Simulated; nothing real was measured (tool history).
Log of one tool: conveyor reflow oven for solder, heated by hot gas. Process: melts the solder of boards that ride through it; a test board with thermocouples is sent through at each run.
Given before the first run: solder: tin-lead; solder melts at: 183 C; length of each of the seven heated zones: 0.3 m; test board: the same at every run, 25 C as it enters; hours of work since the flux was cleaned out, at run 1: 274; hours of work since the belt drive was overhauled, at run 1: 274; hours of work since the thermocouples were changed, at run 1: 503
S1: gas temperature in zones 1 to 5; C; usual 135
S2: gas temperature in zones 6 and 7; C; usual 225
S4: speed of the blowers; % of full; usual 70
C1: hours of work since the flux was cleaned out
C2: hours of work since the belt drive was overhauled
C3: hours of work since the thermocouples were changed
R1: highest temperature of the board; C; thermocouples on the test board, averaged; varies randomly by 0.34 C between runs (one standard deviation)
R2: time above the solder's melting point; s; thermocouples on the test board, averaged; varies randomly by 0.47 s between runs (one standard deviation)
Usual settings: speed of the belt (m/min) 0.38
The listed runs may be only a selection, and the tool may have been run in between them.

run 1 day=0 | S1=135 S2=225 speed_of_the_belt_(m/min)=0.38 S4=70 | C1=274 C2=274 C3=503 | R1=206.7 R2=57.2
run 2 day=0.6 | S1=135 S2=225 speed_of_the_belt_(m/min)=0.38 S4=70 | C1=285 C2=285 C3=515 | R1=206.4 R2=58.2
run 3 day=1.042 | S1=135 S2=225 speed_of_the_belt_(m/min)=0.38 S4=70 | C1=293 C2=293 C3=523 | R1=206.4 R2=57.9
run 4 day=1.521 | S1=135 S2=225 speed_of_the_belt_(m/min)=0.38 S4=70 | C1=302 C2=302 C3=532 | R1=206.8 R2=57.1
run 5 day=1.862 | S1=135 S2=225 speed_of_the_belt_(m/min)=0.38 S4=70 | C1=309 C2=309 C3=538 | R1=205.6 R2=57.3
run 6 day=2.471 | S1=135 S2=225 speed_of_the_belt_(m/min)=0.38 S4=70 | C1=320 C2=320 C3=550 | R1=207.3 R2=56.2
run 7 day=2.971 | S1=135 S2=225 speed_of_the_belt_(m/min)=0.38 S4=70 | C1=330 C2=330 C3=559 | R1=206.5 R2=57.2
run 8 day=3.262 | S1=135 S2=225 speed_of_the_belt_(m/min)=0.38 S4=70 | C1=335 C2=335 C3=565 | R1=206.1 R2=57.4
run 9 day=3.883 | S1=135 S2=225 speed_of_the_belt_(m/min)=0.38 S4=70 | C1=347 C2=347 C3=577 | R1=206.6 R2=56.2
run 10 day=4.442 | S1=135 S2=225 speed_of_the_belt_(m/min)=0.38 S4=70 | C1=358 C2=358 C3=587 | R1=205.8 R2=56.1
run 11 day=4.896 | S1=135 S2=225 speed_of_the_belt_(m/min)=0.38 S4=70 | C1=366 C2=366 C3=596 | R1=205.7 R2=56.7
run 12 day=5.238 | S1=135 S2=225 speed_of_the_belt_(m/min)=0.38 S4=70 | C1=373 C2=373 C3=602 | R1=205.7 R2=57.5
run 13 day=5.892 | S1=135 S2=225 speed_of_the_belt_(m/min)=0.38 S4=70 | C1=385 C2=385 C3=614 | R1=206 R2=56.2
run 14 day=6.225 | S1=135 S2=225 speed_of_the_belt_(m/min)=0.38 S4=70 | C1=391 C2=391 C3=621 | R1=206.2 R2=56.4
run 15 day=6.85 | S1=135 S2=225 speed_of_the_belt_(m/min)=0.38 S4=59 | C1=403 C2=403 C3=633 | R1=202.5 R2=51.4
run 16 day=7.283 | S1=135 S2=225 speed_of_the_belt_(m/min)=0.38 S4=59 | C1=411 C2=411 C3=641 | R1=202.4 R2=51.5

Run 17 has not been measured yet. What should we expect?
run 17 day=7.775 | S1=144 S2=237 speed_of_the_belt_(m/min)=0.38 S4=70 | C1=420 C2=420 C3=650 | R1=? R2=?

R1: 217.7 C
R2: 74.6 s
Without the tool's hidden state the same run would have given R1 221.3 C, R2 77.7 s.
